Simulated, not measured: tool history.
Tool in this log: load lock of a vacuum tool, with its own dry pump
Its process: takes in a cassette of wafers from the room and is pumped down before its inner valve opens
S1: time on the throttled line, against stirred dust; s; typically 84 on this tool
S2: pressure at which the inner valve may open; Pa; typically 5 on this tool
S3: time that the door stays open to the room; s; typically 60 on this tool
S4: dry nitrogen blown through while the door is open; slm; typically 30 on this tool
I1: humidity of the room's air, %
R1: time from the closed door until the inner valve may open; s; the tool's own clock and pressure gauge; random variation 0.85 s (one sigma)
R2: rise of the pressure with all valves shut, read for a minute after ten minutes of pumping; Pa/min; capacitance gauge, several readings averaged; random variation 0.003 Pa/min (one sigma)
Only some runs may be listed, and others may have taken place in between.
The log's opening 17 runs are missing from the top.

run    hour   S1  S2   S3  S4    I1     R1     R2
 18  1521.4   84   5  177  30  44.1  136.4  0.116
 19  1593.4   84   5  177  30  46.8  137.8  0.111
 20  1688.1   84   5  177  30  43.4  136.4   0.12
 21  1777.4   84   5  177  30  45.5  135.9   0.12
 22  1892.6   47   5   52   6    46  105.3  0.113
 23  2023.2   81   5   79  30  45.3  133.5  0.094
 24    2077   84   5   60  30  40.9  136.2  0.094
 25  2182.8   84   8   31  30  43.6  131.4  0.087
 26  2297.9   84  10   31  30    47  132.9  0.087
 27  2368.6   44   7   65   4    42   99.3   0.13
 28  2441.7  128   5   60   4  48.4  175.9  0.139
 29  2496.6  132   9  188   4  48.6    172  0.216
 30    2560   84   5   93  30  40.8  137.2  0.111
 31  2662.4   84   4   60  15  44.2    140  0.113
 32  2794.5   70   6  176  19  45.1  122.8   0.15
 33  2864.2   70   6  176  19  43.9  124.4  0.152
 34  2942.4   70   6  176  19  44.5  125.1  0.152
 35  3038.5  156   6  176  19  45.5  195.5  0.155
 36  3145.2   65   4  176   7  43.6  121.8  0.191

Each row is a separate what-if for the run after 36, all from the same tool condition, not one after another. Results?
  A  3199.2  106   4  176   7  47.9   ?   ?
  B  3199.2   66   5   34  30  47.1   ?   ?
  C  3199.2   65   9  176  14  45.5   ?   ?
  D  3199.2   64   7  176  12  42.6   ?   ?
  E  3199.2  124   4   52   7  45.5   ?   ?

run     R1     R2
  A  157.9  0.203
  B  122.7  0.106
  C  117.3  0.174
  D  117.9  0.172
  E  174.5  0.129
What these runs would have given with no unlogged condition in the tool:
run     R1     R2
  A    154  0.113
  B  118.6  0.016
  C  113.4  0.084
  D    114  0.081
  E  170.8  0.039
